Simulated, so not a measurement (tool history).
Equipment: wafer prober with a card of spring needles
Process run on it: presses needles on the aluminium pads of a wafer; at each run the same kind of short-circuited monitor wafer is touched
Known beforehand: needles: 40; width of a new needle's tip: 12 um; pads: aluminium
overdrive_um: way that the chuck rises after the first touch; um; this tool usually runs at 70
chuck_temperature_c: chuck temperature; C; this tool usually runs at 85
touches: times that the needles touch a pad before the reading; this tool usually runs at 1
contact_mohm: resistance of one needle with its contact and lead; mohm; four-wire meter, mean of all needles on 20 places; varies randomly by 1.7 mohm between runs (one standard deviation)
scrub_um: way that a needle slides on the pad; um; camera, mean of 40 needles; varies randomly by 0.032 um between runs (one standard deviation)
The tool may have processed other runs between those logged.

run  hour  overdrive_um  chuck_temperature_c  touches  contact_mohm  scrub_um
  1     0            70                   85        1           167     10.53
      7.6  -- tips cleaned on abrasive film
  2   7.6            70                   85        1           170     10.49
  3  13.2            70                   85        1           169     10.52
  4  21.9            70                   38        1           159     10.57
     29.4  -- tips cleaned on abrasive film
  5    31            70                   38        1           161     10.53
  6  41.7            70                   38        1           160      10.6
  7  50.5            60                   38        1           164      9.05
     51.6  -- tips cleaned on abrasive film
  8  59.9            60                   38        1           160      9.08
  9  66.4            60                   38        1           161      9.11
     74.1  -- tips cleaned on abrasive film
 10    76            60                   38        1           163      9.05
 11  86.4            69                   38        1           161     10.48
 12  92.3            69                   38        1           164     10.43

Below, some changes in scrub_um between adjacent runs. For each, the amount present without the hidden state too (settings, incoming material, random variation) and the amount remaining for the hidden state with gauge scatter not shared by both compared results:
The tool's hidden condition here consists of: debris on the tips, nm; way that the needles fall short of the set height, um; tips' diameter, um; drift of the gauge itself on contact_mohm, %; drift of the gauge itself on scrub_um, %.
Run 2 -> 3: settings left as they were, no log entry in between. scrub_um +0.03 um: hidden state +0.01, all else +0.02.
Run 6 -> 7: overdrive_um 70 -> 60. scrub_um -1.55 um: hidden state +0.01, all else -1.56.
